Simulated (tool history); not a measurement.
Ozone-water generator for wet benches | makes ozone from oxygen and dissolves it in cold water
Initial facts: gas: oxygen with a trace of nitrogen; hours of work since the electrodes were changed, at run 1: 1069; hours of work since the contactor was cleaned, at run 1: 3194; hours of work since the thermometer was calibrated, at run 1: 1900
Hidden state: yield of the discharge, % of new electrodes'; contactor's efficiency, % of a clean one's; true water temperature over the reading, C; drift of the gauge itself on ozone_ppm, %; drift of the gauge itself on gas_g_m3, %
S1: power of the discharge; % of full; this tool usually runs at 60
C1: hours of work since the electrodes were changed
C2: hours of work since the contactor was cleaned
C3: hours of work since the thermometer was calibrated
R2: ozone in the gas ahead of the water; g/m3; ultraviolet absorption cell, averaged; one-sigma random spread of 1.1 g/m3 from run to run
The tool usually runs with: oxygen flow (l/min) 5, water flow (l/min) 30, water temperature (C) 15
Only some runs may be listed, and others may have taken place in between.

Run 1, hour 0: usual settings; C1 1069; C2 3194; C3 1900. Result: dissolved ozone (ppm) 17.1, R2 189 g/m3.
Run 2, hour 85.9: usual settings but oxygen flow (l/min) 6.34; C1 1135; C2 3259; C3 1966. Result: dissolved ozone (ppm) 17.4, R2 163.3 g/m3.
Run 3, hour 130.8: usual settings but oxygen flow (l/min) 6.34; C1 1169; C2 3293; C3 2000. Result: dissolved ozone (ppm) 17.4, R2 161.4 g/m3.
Run 4, hour 182.4: usual settings but oxygen flow (l/min) 6.34; C1 1208; C2 3333; C3 2040. Result: dissolved ozone (ppm) 17.5, R2 162.6 g/m3.
Run 5, hour 246.5: usual settings but S1 86 % of full; C1 1257; C2 3382; C3 2089. Result: dissolved ozone (ppm) 23.9, R2 263.3 g/m3.
Run 6, hour 308.7: usual settings but water temperature (C) 10; C1 1305; C2 3429; C3 2136. Result: dissolved ozone (ppm) 18.1, R2 187.5 g/m3.
Run 7, hour 357.4: usual settings but S1 64 % of full, water temperature (C) 10; C1 1342; C2 3466; C3 2173. Result: dissolved ozone (ppm) 19.3, R2 197.6 g/m3.
Run 8, hour 399.7: usual settings; C1 1374; C2 3499; C3 2205. Result: dissolved ozone (ppm) 17.3, R2 187.1 g/m3.
Run 9, hour 438.8: usual settings but S1 63 % of full; C1 1404; C2 3528; C3 2235. Result: dissolved ozone (ppm) 17.7, R2 194.9 g/m3.
Run 10, hour 478.4: usual settings but S1 63 % of full, water temperature (C) 18; C1 1434; C2 3559; C3 2265. Result: dissolved ozone (ppm) 17.4, R2 195.8 g/m3.
Run 11, hour 517.8: usual settings; C1 1464; C2 3589; C3 2295. Result: dissolved ozone (ppm) 16.9, R2 188.3 g/m3.
Run 12, hour 580.8: usual settings; C1 1512; C2 3637; C3 2344. Result: dissolved ozone (ppm) 17.2, R2 188.1 g/m3.
Run 13, hour 657.8: usual settings; C1 1571; C2 3696; C3 2402. Result: dissolved ozone (ppm) 17, R2 188 g/m3.
Run 14, hour 736.1: usual settings but water flow (l/min) 32; C1 1631; C2 3755; C3 2462. Result: dissolved ozone (ppm) 16.2, R2 188 g/m3.
Run 15, hour 817.6: usual settings but oxygen flow (l/min) 4.65, water flow (l/min) 24, water temperature (C) 19; C1 1693; C2 3817; C3 2524. Result: dissolved ozone (ppm) 20, R2 194.3 g/m3.
Run 16, hour 902.8: usual settings but oxygen flow (l/min) 4.65, water flow (l/min) 24, water temperature (C) 19; C1 1758; C2 3882; C3 2589. Result: dissolved ozone (ppm) 19.7, R2 195.7 g/m3.
Run 17, hour 948.9: usual settings but oxygen flow (l/min) 4.65, water flow (l/min) 40, water temperature (C) 10; C1 1793; C2 3918; C3 2624. Result: dissolved ozone (ppm) 12.8, R2 193.5 g/m3.
Run 18, hour 1028.2: usual settings but oxygen flow (l/min) 3.81, water flow (l/min) 40, water temperature (C) 10; C1 1854; C2 3978; C3 2685. Result: dissolved ozone (ppm) 12.5, R2 220.8 g/m3.
Run 19, hour 1099.7: usual settings but S1 72 % of full, water temperature (C) 20; C1 1908; C2 4033; C3 2739. Result: dissolved ozone (ppm) 18.5, R2 220.5 g/m3.
Run 20, hour 1146.2: usual settings but S1 72 % of full, water temperature (C) 20; C1 1944; C2 4068; C3 2775. Result: dissolved ozone (ppm) 18.8, R2 218.8 g/m3.
Run 21, hour 1204.2: usual settings but oxygen flow (l/min) 4.44; C1 1988; C2 4112; C3 2819. Result: dissolved ozone (ppm) 16.4, R2 201 g/m3.
Run 22, hour 1255: usual settings but S1 74 % of full, oxygen flow (l/min) 6.76, water flow (l/min) 36, water temperature (C) 19; C1 2027; C2 4151; C3 2858. Result: dissolved ozone (ppm) 16.4, R2 186.5 g/m3.
At hour 1274.5: water thermometer calibrated.
Run 23, hour 1330.2: usual settings but S1 48 % of full, oxygen flow (l/min) 7.51, water temperature (C) 19; C1 2084; C2 4208; C3 43. Result: dissolved ozone (ppm) 13.2, R2 118.9 g/m3.
Run 24, hour 1416.4: usual settings but S1 48 % of full, oxygen flow (l/min) 7.51, water temperature (C) 19; C1 2149; C2 4274; C3 108. Result: dissolved ozone (ppm) 13.2, R2 120.1 g/m3.
Run 25, hour 1460.1: usual settings but S1 48 % of full, oxygen flow (l/min) 7.51, water temperature (C) 19; C1 2183; C2 4307; C3 142. Result: dissolved ozone (ppm) 13.1, R2 118.7 g/m3.
Run 26, hour 1546.8: usual settings but S1 48 % of full, oxygen flow (l/min) 7.51, water temperature (C) 19; C1 2249; C2 4373; C3 208. Result: dissolved ozone (ppm) 13.1, R2 117.6 g/m3.

Subtracting, for every run, the result it would have given without the tool's unlogged condition from the measured result gives the following. The same run-to-run variation enters both numbers; the gauge's scatter may not:
run  dissolved ozone (ppm)     R2
  1                   -0.8   -4.6
  2                   -0.9   -4.3
  3                     -1   -4.3
  4                     -1   -4.4
  5                   -1.6  -10.3
  6                   -1.1   -5.5
  7                   -1.1   -6.2
  8                     -1   -5.7
  9                   -1.1   -6.4
 10                     -1   -6.5
 11                     -1   -6.1
 12                     -1   -6.2
 13                   -1.1   -6.4
 14                   -1.1   -6.6
 15                   -1.2   -7.1
 16                   -1.3   -7.4
 17                     -1   -7.5
 18                     -1   -8.8
 19                   -1.5  -10.8
 20                   -1.6  -10.9
 21                   -1.3   -8.6
 22                   -1.5   -9.9
 23                   -0.9     -4
 24                   -0.9   -4.1
 25                   -0.9   -4.2
 26                   -0.9   -4.3
